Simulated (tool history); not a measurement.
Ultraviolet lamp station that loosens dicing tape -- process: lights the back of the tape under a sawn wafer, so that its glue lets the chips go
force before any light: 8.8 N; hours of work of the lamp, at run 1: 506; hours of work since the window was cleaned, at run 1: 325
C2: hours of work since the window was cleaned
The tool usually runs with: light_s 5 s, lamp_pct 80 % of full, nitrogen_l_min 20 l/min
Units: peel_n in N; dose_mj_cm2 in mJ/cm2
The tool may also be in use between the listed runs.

run 1 day=0 | light_s=5 lamp_pct=80 nitrogen_l_min=20 | hours_of_work_of_the_lamp=506 C2=325 | peel_n=1.447 dose_mj_cm2=389
run 2 day=1.225 | light_s=5 lamp_pct=80 nitrogen_l_min=20 | hours_of_work_of_the_lamp=521 C2=340 | peel_n=1.509 dose_mj_cm2=387
run 3 day=2.308 | light_s=5 lamp_pct=80 nitrogen_l_min=8 | hours_of_work_of_the_lamp=535 C2=354 | peel_n=2.248 dose_mj_cm2=383
run 4 day=3.05 | light_s=5 lamp_pct=80 nitrogen_l_min=20 | hours_of_work_of_the_lamp=544 C2=363 | peel_n=1.469 dose_mj_cm2=387
run 5 day=4.346 | light_s=5 lamp_pct=80 nitrogen_l_min=20 | hours_of_work_of_the_lamp=560 C2=379 | peel_n=1.473 dose_mj_cm2=384
run 6 day=5.767 | light_s=5 lamp_pct=80 nitrogen_l_min=7 | hours_of_work_of_the_lamp=578 C2=397 | peel_n=2.44 dose_mj_cm2=382
run 7 day=6.425 | light_s=5 lamp_pct=80 nitrogen_l_min=20 | hours_of_work_of_the_lamp=586 C2=405 | peel_n=1.48 dose_mj_cm2=380
run 8 day=7.446 | light_s=5 lamp_pct=80 nitrogen_l_min=20 | hours_of_work_of_the_lamp=599 C2=418 | peel_n=1.566 dose_mj_cm2=375
run 9 day=8.296 | light_s=5 lamp_pct=80 nitrogen_l_min=20 | hours_of_work_of_the_lamp=609 C2=429 | peel_n=1.539 dose_mj_cm2=376
run 10 day=9.125 | light_s=5 lamp_pct=80 nitrogen_l_min=20 | hours_of_work_of_the_lamp=620 C2=439 | peel_n=1.488 dose_mj_cm2=371
run 11 day=10.012 | light_s=5 lamp_pct=80 nitrogen_l_min=20 | hours_of_work_of_the_lamp=631 C2=450 | peel_n=1.551 dose_mj_cm2=375
run 12 day=11.196 | light_s=5 lamp_pct=80 nitrogen_l_min=20 | hours_of_work_of_the_lamp=646 C2=465 | peel_n=1.569 dose_mj_cm2=371
run 13 day=11.938 | light_s=5 lamp_pct=80 nitrogen_l_min=20 | hours_of_work_of_the_lamp=655 C2=474 | peel_n=1.578 dose_mj_cm2=368
-- day=12.362 window cleaned of glue's vapour
run 14 day=13.321 | light_s=5 lamp_pct=80 nitrogen_l_min=20 | hours_of_work_of_the_lamp=672 C2=12 | peel_n=1.501 dose_mj_cm2=383
run 15 day=14.612 | light_s=5 lamp_pct=80 nitrogen_l_min=20 | hours_of_work_of_the_lamp=688 C2=28 | peel_n=1.484 dose_mj_cm2=384
run 16 day=15.321 | light_s=5 lamp_pct=80 nitrogen_l_min=20 | hours_of_work_of_the_lamp=697 C2=37 | peel_n=1.54 dose_mj_cm2=384
run 17 day=15.958 | light_s=5 lamp_pct=80 nitrogen_l_min=20 | hours_of_work_of_the_lamp=705 C2=45 | peel_n=1.497 dose_mj_cm2=383
run 18 day=17.425 | light_s=5 lamp_pct=80 nitrogen_l_min=20 | hours_of_work_of_the_lamp=723 C2=63 | peel_n=1.515 dose_mj_cm2=373
run 19 day=18.675 | light_s=5 lamp_pct=80 nitrogen_l_min=20 | hours_of_work_of_the_lamp=739 C2=79 | peel_n=1.582 dose_mj_cm2=380
run 20 day=19.658 | light_s=5 lamp_pct=80 nitrogen_l_min=20 | hours_of_work_of_the_lamp=751 C2=91 | peel_n=1.515 dose_mj_cm2=372
run 21 day=20.433 | light_s=5 lamp_pct=80 nitrogen_l_min=20 | hours_of_work_of_the_lamp=761 C2=101 | peel_n=1.527 dose_mj_cm2=373
run 22 day=21.279 | light_s=5 lamp_pct=80 nitrogen_l_min=7 | hours_of_work_of_the_lamp=771 C2=111 | peel_n=2.541 dose_mj_cm2=376
run 23 day=22.292 | light_s=5 lamp_pct=80 nitrogen_l_min=7 | hours_of_work_of_the_lamp=784 C2=124 | peel_n=2.541 dose_mj_cm2=366
run 24 day=23.038 | light_s=5 lamp_pct=80 nitrogen_l_min=12 | hours_of_work_of_the_lamp=793 C2=133 | peel_n=2.054 dose_mj_cm2=364
run 25 day=23.992 | light_s=5 lamp_pct=80 nitrogen_l_min=18 | hours_of_work_of_the_lamp=805 C2=145 | peel_n=1.671 dose_mj_cm2=364
run 26 day=24.888 | light_s=8 lamp_pct=65 nitrogen_l_min=20 | hours_of_work_of_the_lamp=816 C2=156 | peel_n=1.051 dose_mj_cm2=475
run 27 day=26.15 | light_s=8 lamp_pct=65 nitrogen_l_min=20 | hours_of_work_of_the_lamp=832 C2=172 | peel_n=1.054 dose_mj_cm2=473
run 28 day=26.892 | light_s=9 lamp_pct=80 nitrogen_l_min=11 | hours_of_work_of_the_lamp=841 C2=181 | peel_n=0.78 dose_mj_cm2=646
run 29 day=27.629 | light_s=9 lamp_pct=80 nitrogen_l_min=31 | hours_of_work_of_the_lamp=850 C2=191 | peel_n=0.427 dose_mj_cm2=653
run 30 day=28.804 | light_s=3 lamp_pct=67 nitrogen_l_min=20 | hours_of_work_of_the_lamp=865 C2=205 | peel_n=3.768 dose_mj_cm2=179
run 31 day=30.221 | light_s=7 lamp_pct=64 nitrogen_l_min=20 | hours_of_work_of_the_lamp=883 C2=223 | peel_n=1.373 dose_mj_cm2=398
run 32 day=30.871 | light_s=5 lamp_pct=80 nitrogen_l_min=29 | hours_of_work_of_the_lamp=891 C2=231 | peel_n=1.432 dose_mj_cm2=349
run 33 day=31.9 | light_s=9 lamp_pct=70 nitrogen_l_min=37 | hours_of_work_of_the_lamp=904 C2=244 | peel_n=0.532 dose_mj_cm2=557
run 34 day=32.625 | light_s=6 lamp_pct=89 nitrogen_l_min=37 | hours_of_work_of_the_lamp=913 C2=253 | peel_n=0.775 dose_mj_cm2=472
run 35 day=33.629 | light_s=7 lamp_pct=69 nitrogen_l_min=10 | hours_of_work_of_the_lamp=925 C2=265 | peel_n=1.777 dose_mj_cm2=426
run 36 day=34.583 | light_s=5 lamp_pct=83 nitrogen_l_min=10 | hours_of_work_of_the_lamp=937 C2=277 | peel_n=2.236 dose_mj_cm2=363
run 37 day=35.396 | light_s=5 lamp_pct=83 nitrogen_l_min=10 | hours_of_work_of_the_lamp=947 C2=288 | peel_n=2.224 dose_mj_cm2=355
run 38 day=36.65 | light_s=3 lamp_pct=76 nitrogen_l_min=9 | hours_of_work_of_the_lamp=963 C2=303 | peel_n=4.198 dose_mj_cm2=199
run 39 day=38.058 | light_s=7 lamp_pct=95 nitrogen_l_min=11 | hours_of_work_of_the_lamp=981 C2=321 | peel_n=1.045 dose_mj_cm2=566
run 40 day=39.033 | light_s=7 lamp_pct=95 nitrogen_l_min=11 | hours_of_work_of_the_lamp=993 C2=333 | peel_n=0.981 dose_mj_cm2=568
run 41 day=40.296 | light_s=7 lamp_pct=77 nitrogen_l_min=28 | hours_of_work_of_the_lamp=1009 C2=349 | peel_n=0.893 dose_mj_cm2=459
run 42 day=41.388 | light_s=3 lamp_pct=80 nitrogen_l_min=20 | hours_of_work_of_the_lamp=1022 C2=362 | peel_n=3.203 dose_mj_cm2=206
run 43 day=42.117 | light_s=4 lamp_pct=71 nitrogen_l_min=17 | hours_of_work_of_the_lamp=1031 C2=371 | peel_n=3.003 dose_mj_cm2=241

Results for each run, recomputed without the tool's hidden state and with each run's random variation untouched:
Hidden conditions of the tool in this case: lamp's light, % of a new lamp's; light that the window lets through, % of a clean one's; drift of the gauge itself on peel_n, %; drift of the gauge itself on dose_mj_cm2, %.
run=1 peel_n=1.12 dose_mj_cm2=450
run=2 peel_n=1.159 dose_mj_cm2=450
run=3 peel_n=1.815 dose_mj_cm2=447
run=4 peel_n=1.114 dose_mj_cm2=453
run=5 peel_n=1.109 dose_mj_cm2=453
run=6 peel_n=1.947 dose_mj_cm2=453
run=7 peel_n=1.096 dose_mj_cm2=452
run=8 peel_n=1.154 dose_mj_cm2=448
run=9 peel_n=1.124 dose_mj_cm2=451
run=10 peel_n=1.082 dose_mj_cm2=447
run=11 peel_n=1.12 dose_mj_cm2=453
run=12 peel_n=1.126 dose_mj_cm2=451
run=13 peel_n=1.124 dose_mj_cm2=449
run=14 peel_n=1.137 dose_mj_cm2=449
run=15 peel_n=1.113 dose_mj_cm2=453
run=16 peel_n=1.15 dose_mj_cm2=454
run=17 peel_n=1.109 dose_mj_cm2=455
run=18 peel_n=1.114 dose_mj_cm2=446
run=19 peel_n=1.153 dose_mj_cm2=457
run=20 peel_n=1.095 dose_mj_cm2=449
run=21 peel_n=1.095 dose_mj_cm2=452
run=22 peel_n=1.966 dose_mj_cm2=456
run=23 peel_n=1.957 dose_mj_cm2=448
run=24 peel_n=1.508 dose_mj_cm2=447
run=25 peel_n=1.18 dose_mj_cm2=448
run=26 peel_n=0.69 dose_mj_cm2=588
run=27 peel_n=0.686 dose_mj_cm2=588
run=28 peel_n=0.498 dose_mj_cm2=806
run=29 peel_n=0.291 dose_mj_cm2=817
run=30 peel_n=3.034 dose_mj_cm2=226
run=31 peel_n=0.898 dose_mj_cm2=504
run=32 peel_n=0.931 dose_mj_cm2=444
run=33 peel_n=0.333 dose_mj_cm2=710
run=34 peel_n=0.468 dose_mj_cm2=604
run=35 peel_n=1.173 dose_mj_cm2=548
run=36 peel_n=1.539 dose_mj_cm2=469
run=37 peel_n=1.52 dose_mj_cm2=462
run=38 peel_n=3.378 dose_mj_cm2=259
run=39 peel_n=0.609 dose_mj_cm2=742
run=40 peel_n=0.57 dose_mj_cm2=750
run=41 peel_n=0.508 dose_mj_cm2=610
run=42 peel_n=2.346 dose_mj_cm2=273
run=43 peel_n=2.116 dose_mj_cm2=322
